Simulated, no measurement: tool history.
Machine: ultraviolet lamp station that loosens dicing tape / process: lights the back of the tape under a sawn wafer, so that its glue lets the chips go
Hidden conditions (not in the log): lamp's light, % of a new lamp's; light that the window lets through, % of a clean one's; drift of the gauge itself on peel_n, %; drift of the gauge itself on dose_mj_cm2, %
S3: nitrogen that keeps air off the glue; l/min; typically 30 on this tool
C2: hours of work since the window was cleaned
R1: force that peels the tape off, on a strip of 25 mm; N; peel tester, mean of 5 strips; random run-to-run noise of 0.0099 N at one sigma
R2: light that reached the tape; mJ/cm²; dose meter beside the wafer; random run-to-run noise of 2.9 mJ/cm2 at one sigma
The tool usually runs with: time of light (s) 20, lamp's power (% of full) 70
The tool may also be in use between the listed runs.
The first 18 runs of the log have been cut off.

{"run": 19, "day": 15.479, "time of light (s)": 34, "lamp's power (% of full)": 70, "S3": 30, "hours of work of the lamp": 428, "C2": 605, "R1": 0.282, "R2": 644}
{"run": 20, "day": 16.621, "time of light (s)": 23, "lamp's power (% of full)": 70, "S3": 30, "hours of work of the lamp": 449, "C2": 627, "R1": 0.42, "R2": 427}
{"run": 21, "day": 17.446, "time of light (s)": 23, "lamp's power (% of full)": 70, "S3": 30, "hours of work of the lamp": 465, "C2": 642, "R1": 0.425, "R2": 431}
{"run": 22, "day": 18.392, "time of light (s)": 21, "lamp's power (% of full)": 70, "S3": 17, "hours of work of the lamp": 482, "C2": 659, "R1": 0.678, "R2": 392}
{"run": 23, "day": 19.288, "time of light (s)": 21, "lamp's power (% of full)": 70, "S3": 17, "hours of work of the lamp": 499, "C2": 676, "R1": 0.709, "R2": 388}
{"run": 24, "day": 20.4, "time of light (s)": 33, "lamp's power (% of full)": 94, "S3": 12, "hours of work of the lamp": 519, "C2": 696, "R1": 0.29, "R2": 805}
{"day": 20.596, "done": "window cleaned of glue's vapour"}
{"run": 25, "day": 21.154, "time of light (s)": 33, "lamp's power (% of full)": 94, "S3": 12, "hours of work of the lamp": 533, "C2": 10, "R1": 0.32, "R2": 770}
{"run": 26, "day": 22.008, "time of light (s)": 37, "lamp's power (% of full)": 94, "S3": 12, "hours of work of the lamp": 549, "C2": 26, "R1": 0.294, "R2": 850}
{"run": 27, "day": 23.088, "time of light (s)": 37, "lamp's power (% of full)": 94, "S3": 12, "hours of work of the lamp": 569, "C2": 46, "R1": 0.292, "R2": 863}
{"run": 28, "day": 24.188, "time of light (s)": 13, "lamp's power (% of full)": 78, "S3": 26, "hours of work of the lamp": 589, "C2": 66, "R1": 1.125, "R2": 250}
{"run": 29, "day": 25.379, "time of light (s)": 11, "lamp's power (% of full)": 64, "S3": 18, "hours of work of the lamp": 611, "C2": 88, "R1": 2.021, "R2": 171}
{"day": 26.379, "done": "window cleaned of glue's vapour, once more"}
{"run": 30, "day": 26.533, "time of light (s)": 13, "lamp's power (% of full)": 86, "S3": 18, "hours of work of the lamp": 632, "C2": 3, "R1": 0.91, "R2": 312}
{"run": 31, "day": 27.671, "time of light (s)": 13, "lamp's power (% of full)": 86, "S3": 18, "hours of work of the lamp": 653, "C2": 24, "R1": 0.955, "R2": 314}
{"run": 32, "day": 28.712, "time of light (s)": 13, "lamp's power (% of full)": 64, "S3": 26, "hours of work of the lamp": 672, "C2": 43, "R1": 1.246, "R2": 233}
{"run": 33, "day": 29.55, "time of light (s)": 12, "lamp's power (% of full)": 64, "S3": 55, "hours of work of the lamp": 688, "C2": 59, "R1": 0.981, "R2": 211}
{"run": 34, "day": 30.558, "time of light (s)": 14, "lamp's power (% of full)": 60, "S3": 47, "hours of work of the lamp": 706, "C2": 77, "R1": 0.921, "R2": 232}
{"run": 35, "day": 31.279, "time of light (s)": 20, "lamp's power (% of full)": 70, "S3": 14, "hours of work of the lamp": 720, "C2": 91, "R1": 0.799, "R2": 386}
{"run": 36, "day": 32.158, "time of light (s)": 20, "lamp's power (% of full)": 70, "S3": 14, "hours of work of the lamp": 736, "C2": 107, "R1": 0.808, "R2": 382}
{"run": 37, "day": 33.096, "time of light (s)": 21, "lamp's power (% of full)": 62, "S3": 30, "hours of work of the lamp": 753, "C2": 124, "R1": 0.577, "R2": 356}
{"run": 38, "day": 34.117, "time of light (s)": 21, "lamp's power (% of full)": 62, "S3": 30, "hours of work of the lamp": 772, "C2": 143, "R1": 0.603, "R2": 353}
{"run": 39, "day": 34.788, "time of light (s)": 20, "lamp's power (% of full)": 82, "S3": 13, "hours of work of the lamp": 785, "C2": 156, "R1": 0.669, "R2": 440}
{"run": 40, "day": 35.633, "time of light (s)": 20, "lamp's power (% of full)": 81, "S3": 17, "hours of work of the lamp": 800, "C2": 171, "R1": 0.577, "R2": 431}
{"run": 41, "day": 36.746, "time of light (s)": 20, "lamp's power (% of full)": 81, "S3": 17, "hours of work of the lamp": 821, "C2": 192, "R1": 0.577, "R2": 433}
{"run": 42, "day": 37.438, "time of light (s)": 31, "lamp's power (% of full)": 81, "S3": 17, "hours of work of the lamp": 834, "C2": 205, "R1": 0.328, "R2": 666}

Predict each of these 5 candidate next runs independently; none follows another, all start after run 42:
{"run": "A", "day": 37.933, "time of light (s)": 20, "lamp's power (% of full)": 70, "S3": 15, "hours of work of the lamp": 843, "C2": 214, "R1": "?", "R2": "?"}
{"run": "B", "day": 37.933, "time of light (s)": 31, "lamp's power (% of full)": 62, "S3": 22, "hours of work of the lamp": 843, "C2": 214, "R1": "?", "R2": "?"}
{"run": "C", "day": 37.933, "time of light (s)": 31, "lamp's power (% of full)": 66, "S3": 17, "hours of work of the lamp": 843, "C2": 214, "R1": "?", "R2": "?"}
{"run": "D", "day": 37.933, "time of light (s)": 18, "lamp's power (% of full)": 68, "S3": 11, "hours of work of the lamp": 843, "C2": 214, "R1": "?", "R2": "?"}
{"run": "E", "day": 37.933, "time of light (s)": 20, "lamp's power (% of full)": 70, "S3": 48, "hours of work of the lamp": 843, "C2": 214, "R1": "?", "R2": "?"}

run=A R1=0.819 R2=374
run=B R1=0.386 R2=504
run=C R1=0.411 R2=543
run=D R1=1.182 R2=320
run=E R1=0.432 R2=376
What these runs would have given with no unlogged condition in the tool:
run=A R1=0.641 R2=435
run=B R1=0.321 R2=587
run=C R1=0.341 R2=632
run=D R1=0.945 R2=374
run=E R1=0.353 R2=437
